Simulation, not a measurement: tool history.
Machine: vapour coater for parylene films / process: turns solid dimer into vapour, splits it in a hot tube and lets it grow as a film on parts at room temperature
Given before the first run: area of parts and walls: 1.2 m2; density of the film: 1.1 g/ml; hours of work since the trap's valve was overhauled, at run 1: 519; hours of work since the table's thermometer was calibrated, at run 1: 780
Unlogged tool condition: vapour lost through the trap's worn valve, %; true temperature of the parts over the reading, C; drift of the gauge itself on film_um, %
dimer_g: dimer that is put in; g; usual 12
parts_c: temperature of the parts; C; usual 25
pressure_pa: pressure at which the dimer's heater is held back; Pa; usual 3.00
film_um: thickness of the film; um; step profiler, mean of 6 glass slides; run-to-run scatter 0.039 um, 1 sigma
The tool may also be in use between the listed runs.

run,day,dimer_g,parts_c,pressure_pa,hours of work since the trap's valve was overhauled,hours of work since the table's thermometer was calibrated,film_um
1,0.000,12,25,3.00,519,780,5.18
2,2.304,9,25,3.00,560,821,3.86
3,3.592,9,25,3.00,583,844,3.85
4,5.062,9,25,3.00,609,870,3.78
# day 6.367: table's thermometer calibrated
5,7.471,12,34,3.00,652,20,3.73
6,9.225,12,34,3.00,683,51,3.72
# day 10.425: trap's valve overhauled
7,11.154,12,25,3.00,13,82,5.65
8,13.554,12,25,3.00,56,125,5.65
9,14.617,11,19,4.78,75,144,5.98
10,16.792,11,19,4.78,113,183,5.92
11,18.079,11,19,2.08,136,206,6.44
12,20.383,7,29,3.00,178,247,2.83
13,22.488,6,25,11.39,215,285,2.42
14,24.592,7,25,3.61,253,322,3.12
15,26.346,7,27,3.61,284,353,2.94
16,27.567,8,24,4.45,306,375,3.57

Predict each of these 5 candidate next runs independently; none follows another, all start after run 16:
A,28.808,6,23,2.33,328,397,?
B,28.808,7,25,6.49,328,397,?
C,28.808,12,28,3.00,328,397,?
D,28.808,7,19,2.33,328,397,?
E,28.808,15,23,4.42,328,397,?

run,film_um
A,2.96
B,2.85
C,4.82
D,3.95
E,6.89
Had the tool no hidden state, the same runs would have come out as:
run,film_um
A,3.14
B,3.04
C,5.12
D,4.20
E,7.33
